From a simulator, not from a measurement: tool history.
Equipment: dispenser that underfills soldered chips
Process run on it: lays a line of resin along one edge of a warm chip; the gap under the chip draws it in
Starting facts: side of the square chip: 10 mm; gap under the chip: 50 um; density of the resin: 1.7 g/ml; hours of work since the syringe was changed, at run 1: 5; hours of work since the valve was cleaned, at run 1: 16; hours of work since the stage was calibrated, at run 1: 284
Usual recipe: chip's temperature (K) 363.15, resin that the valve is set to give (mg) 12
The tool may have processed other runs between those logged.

run,hour,chip's temperature (K),resin that the valve is set to give (mg),hours of work since the syringe was changed,hours of work since the valve was cleaned,hours of work since the stage was calibrated,time until the resin shows at the far edge (s),resin that the valve gave (mg)
1,0,363.15,12,5,16,284,73.5,11.89
# hour 2.6: new syringe of resin
2,6.7,363.15,12,3,21,289,68.5,11.8
# hour 11.5: new syringe of resin
3,16.6,363.15,12,4,29,296,70.5,11.76
# hour 21: new syringe of resin
4,24.1,363.15,12,2,34,302,66.8,11.67
5,29.2,363.15,12,6,38,306,76.2,11.62
# hour 30.2: new syringe of resin
6,35.1,363.15,12,4,43,310,71.2,11.57
# hour 39.2: new syringe of resin
7,45.2,363.15,12,5,50,318,72.7,11.48
# hour 47.7: dispensing valve cleaned and set on the balance
# hour 49.4: new syringe of resin
8,51.8,363.15,12,2,3,322,65.5,11.99
# hour 58.9: new syringe of resin
9,59.4,363.15,12,0,8,327,60.6,11.99
10,65.1,363.15,12,5,13,332,72.9,11.91
# hour 68.2: new syringe of resin
11,73.4,363.15,12,4,19,338,71.2,11.81
# hour 78: new syringe of resin
12,83.9,363.15,14.8,5,27,346,70.9,14.48
# hour 87.2: new syringe of resin
13,92.2,363.15,14.8,4,33,352,69.1,14.38
# hour 96.6: new syringe of resin
14,100.6,363.15,12,3,39,358,68.4,11.62
# hour 105.6: new syringe of resin
15,107.9,363.15,12,2,45,363,64.4,11.56
# hour 114.7: new syringe of resin
16,115.3,353.15,14.6,0,50,369,96.8,13.98
# hour 117.9: dispensing valve cleaned and set on the balance
17,122.8,363.15,15,5,4,374,71.2,14.97
# hour 125.2: new syringe of resin
18,129.9,363.15,13.6,4,9,379,66.6,13.52
# hour 134.3: new syringe of resin
19,135.9,378.15,12.7,1,13,384,33.1,12.62
# hour 143.4: new syringe of resin
20,144.7,378.15,12.7,1,20,390,32.4,12.48
21,151.7,374.15,13.4,6,25,396,46.7,13.13
# hour 152.6: new syringe of resin
22,157.3,355.15,10.4,4,29,400,107,10.16
# hour 161.5: new syringe of resin
23,166.4,353.15,12,4,36,406,113.2,11.63
# hour 170.9: new syringe of resin
24,173.7,361.15,13.8,2,42,412,71.8,13.32
25,178.3,361.15,13.8,6,45,415,81.2,13.27

Run 26, settings as shown, results not yet in. Your forecast:
# hour 179.9: new syringe of resin
# hour 187: dispensing valve cleaned and set on the balance
26,188.7,368.15,12,6,1,422,?,?

{"run 26": {"time until the resin shows at the far edge (s)": 60.8, "resin that the valve gave (mg)": 11.92}}
The same run, on a tool lacking any hidden state, would have yielded time until the resin shows at the far edge (s) 52.3, resin that the valve gave (mg) 11.97.
